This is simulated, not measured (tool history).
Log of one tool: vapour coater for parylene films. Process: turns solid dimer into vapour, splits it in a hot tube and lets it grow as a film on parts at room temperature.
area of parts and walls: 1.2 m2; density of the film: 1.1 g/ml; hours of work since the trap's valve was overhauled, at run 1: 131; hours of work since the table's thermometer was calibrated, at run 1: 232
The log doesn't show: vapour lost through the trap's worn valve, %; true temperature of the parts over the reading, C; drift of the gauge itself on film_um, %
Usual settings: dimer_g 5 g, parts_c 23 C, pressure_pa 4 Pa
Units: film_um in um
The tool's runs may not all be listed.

| run | day | dimer_g | parts_c | pressure_pa | hours of work since the trap's valve was overhauled | hours of work since the table's thermometer was calibrated | film_um |
|---|---|---|---|---|---|---|---|
| 1 | 0 | 5 | 23 | 4 | 131 | 232 | 2.9 |
| 2 | 0.404 | 5 | 27 | 4 | 139 | 239 | 2.74 |
| 3 | 0.808 | 5 | 27 | 4 | 146 | 247 | 2.74 |
| 4 | 1.375 | 5 | 27 | 4 | 157 | 257 | 2.74 |
| 5 | 1.796 | 5 | 27 | 4 | 165 | 265 | 2.73 |
| 6 | 2.321 | 5 | 23 | 4 | 174 | 275 | 2.9 |
| 7 | 3.058 | 5 | 23 | 4 | 188 | 288 | 2.89 |
| 8 | 3.421 | 5 | 23 | 4 | 195 | 295 | 2.89 |
| 9 | 3.892 | 5 | 23 | 4 | 203 | 304 | 2.9 |
| 10 | 4.571 | 5 | 23 | 4 | 216 | 316 | 2.93 |
| 11 | 5.238 | 9 | 23 | 4.21 | 228 | 329 | 5.14 |
| 12 | 5.571 | 3 | 15 | 5.88 | 235 | 335 | 1.81 |
| 13 | 6.292 | 5 | 23 | 2.66 | 248 | 348 | 3.18 |
| 14 | 6.812 | 4 | 16 | 2.37 | 258 | 358 | 2.87 |
| 15 | 7.525 | 4 | 33 | 6.49 | 271 | 371 | 1.77 |
| 16 | 8.096 | 9 | 24 | 10.23 | 281 | 382 | 4.07 |
| 17 | 8.638 | 4 | 24 | 10.23 | 291 | 392 | 1.81 |
| 18 | 9.421 | 5 | 23 | 4 | 306 | 406 | 2.89 |
| 19 | 10.012 | 9 | 18 | 4.63 | 317 | 417 | 5.39 |

5 ways to go on from here, each from the tool as it stands after run 19. What would each give?
| A | 10.333 | 8 | 22 | 8.23 | 323 | 423 | ? |
| B | 10.333 | 5 | 22 | 3.3 | 323 | 423 | ? |
| C | 10.333 | 2 | 15 | 4 | 323 | 423 | ? |
| D | 10.333 | 9 | 16 | 2.38 | 323 | 423 | ? |
| E | 10.333 | 5 | 23 | 4 | 323 | 423 | ? |

| run | film_um |
|---|---|
| A | 3.95 |
| B | 3.07 |
| C | 1.31 |
| D | 6.42 |
| E | 2.88 |
Without the tool's hidden state the same runs would have given:
| run | film_um |
|---|---|
| A | 4.09 |
| B | 3.18 |
| C | 1.35 |
| D | 6.66 |
| E | 2.98 |
